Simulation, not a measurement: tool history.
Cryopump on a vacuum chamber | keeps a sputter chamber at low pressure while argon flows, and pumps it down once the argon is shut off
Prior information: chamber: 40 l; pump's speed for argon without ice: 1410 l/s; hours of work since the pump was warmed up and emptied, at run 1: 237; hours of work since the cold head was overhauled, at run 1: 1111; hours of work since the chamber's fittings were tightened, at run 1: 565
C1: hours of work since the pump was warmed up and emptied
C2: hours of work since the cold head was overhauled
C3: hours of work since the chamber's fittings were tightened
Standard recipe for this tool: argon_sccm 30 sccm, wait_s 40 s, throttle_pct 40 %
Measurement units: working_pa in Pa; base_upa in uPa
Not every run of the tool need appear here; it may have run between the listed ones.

run 1 hour=0.0 | argon_sccm=30 wait_s=40 throttle_pct=40 | C1=237 C2=1111 C3=565 | working_pa=0.0968 base_upa=2.31
run 2 hour=35.4 | argon_sccm=30 wait_s=40 throttle_pct=40 | C1=261 C2=1135 C3=589 | working_pa=0.0973 base_upa=2.39
run 3 hour=64.7 | argon_sccm=30 wait_s=40 throttle_pct=37 | C1=281 C2=1155 C3=609 | working_pa=0.1061 base_upa=2.34
run 4 hour=109.9 | argon_sccm=30 wait_s=40 throttle_pct=37 | C1=311 C2=1185 C3=639 | working_pa=0.1066 base_upa=2.50
run 5 hour=148.0 | argon_sccm=30 wait_s=40 throttle_pct=37 | C1=337 C2=1210 C3=664 | working_pa=0.1074 base_upa=2.34
run 6 hour=175.3 | argon_sccm=30 wait_s=40 throttle_pct=40 | C1=355 C2=1229 C3=683 | working_pa=0.1010 base_upa=2.39
run 7 hour=213.7 | argon_sccm=28 wait_s=40 throttle_pct=40 | C1=381 C2=1254 C3=709 | working_pa=0.0948 base_upa=2.51
-- hour=245.4 pump warmed up, emptied and cooled again
run 8 hour=252.5 | argon_sccm=28 wait_s=40 throttle_pct=18 | C1=5 C2=1277 C3=731 | working_pa=0.1869 base_upa=2.25
run 9 hour=281.2 | argon_sccm=28 wait_s=40 throttle_pct=18 | C1=24 C2=1296 C3=750 | working_pa=0.1876 base_upa=2.33
run 10 hour=322.3 | argon_sccm=28 wait_s=40 throttle_pct=18 | C1=51 C2=1324 C3=778 | working_pa=0.1873 base_upa=2.35
run 11 hour=347.2 | argon_sccm=28 wait_s=40 throttle_pct=18 | C1=68 C2=1341 C3=795 | working_pa=0.1893 base_upa=2.31
run 12 hour=383.9 | argon_sccm=30 wait_s=41 throttle_pct=40 | C1=93 C2=1365 C3=819 | working_pa=0.0924 base_upa=2.27
run 13 hour=413.3 | argon_sccm=30 wait_s=40 throttle_pct=49 | C1=113 C2=1385 C3=839 | working_pa=0.0772 base_upa=2.33
run 14 hour=453.7 | argon_sccm=26 wait_s=139 throttle_pct=49 | C1=140 C2=1412 C3=866 | working_pa=0.0670 base_upa=1.01
run 15 hour=489.1 | argon_sccm=18 wait_s=52 throttle_pct=49 | C1=163 C2=1436 C3=890 | working_pa=0.0471 base_upa=1.95
run 16 hour=533.6 | argon_sccm=18 wait_s=52 throttle_pct=49 | C1=193 C2=1465 C3=919 | working_pa=0.0471 base_upa=1.99
run 17 hour=560.6 | argon_sccm=18 wait_s=22 throttle_pct=49 | C1=211 C2=1483 C3=938 | working_pa=0.0483 base_upa=3.96
run 18 hour=595.4 | argon_sccm=18 wait_s=22 throttle_pct=49 | C1=234 C2=1507 C3=961 | working_pa=0.0483 base_upa=3.99
run 19 hour=640.3 | argon_sccm=26 wait_s=188 throttle_pct=40 | C1=265 C2=1537 C3=991 | working_pa=0.0845 base_upa=0.96
run 20 hour=692.9 | argon_sccm=36 wait_s=49 throttle_pct=22 | C1=300 C2=1572 C3=1026 | working_pa=0.2069 base_upa=2.06
run 21 hour=739.6 | argon_sccm=30 wait_s=47 throttle_pct=46 | C1=331 C2=1603 C3=1057 | working_pa=0.0871 base_upa=2.20
run 22 hour=774.0 | argon_sccm=30 wait_s=47 throttle_pct=46 | C1=354 C2=1626 C3=1080 | working_pa=0.0886 base_upa=2.14
run 23 hour=824.4 | argon_sccm=21 wait_s=40 throttle_pct=38 | C1=388 C2=1660 C3=1114 | working_pa=0.0741 base_upa=2.44
-- hour=841.9 pump warmed up, emptied and cooled again
run 24 hour=860.4 | argon_sccm=32 wait_s=85 throttle_pct=48 | C1=12 C2=1681 C3=1135 | working_pa=0.0817 base_upa=1.36
run 25 hour=905.3 | argon_sccm=30 wait_s=24 throttle_pct=40 | C1=42 C2=1711 C3=1165 | working_pa=0.0913 base_upa=3.74

Here are 5 independent what-if runs from the current tool condition. What would each one return?
run A hour=958.1 | argon_sccm=36 wait_s=24 throttle_pct=60 | C1=78 C2=1746 C3=1200 | working_pa=? base_upa=?
run B hour=958.1 | argon_sccm=51 wait_s=247 throttle_pct=18 | C1=78 C2=1746 C3=1200 | working_pa=? base_upa=?
run C hour=958.1 | argon_sccm=14 wait_s=81 throttle_pct=58 | C1=78 C2=1746 C3=1200 | working_pa=? base_upa=?
run D hour=958.1 | argon_sccm=29 wait_s=237 throttle_pct=20 | C1=78 C2=1746 C3=1200 | working_pa=? base_upa=?
run E hour=958.1 | argon_sccm=50 wait_s=40 throttle_pct=32 | C1=78 C2=1746 C3=1200 | working_pa=? base_upa=?

run=A working_pa=0.0747 base_upa=3.74
run=B working_pa=0.3404 base_upa=0.86
run=C working_pa=0.0303 base_upa=1.50
run=D working_pa=0.1758 base_upa=0.84
run=E working_pa=0.1906 base_upa=2.49
Take away the tool's hidden state, keep each run's random variation, and the runs would have read:
run=A working_pa=0.0714 base_upa=3.41
run=B working_pa=0.3358 base_upa=0.53
run=C working_pa=0.0290 base_upa=1.17
run=D working_pa=0.1732 base_upa=0.52
run=E working_pa=0.1860 base_upa=2.16
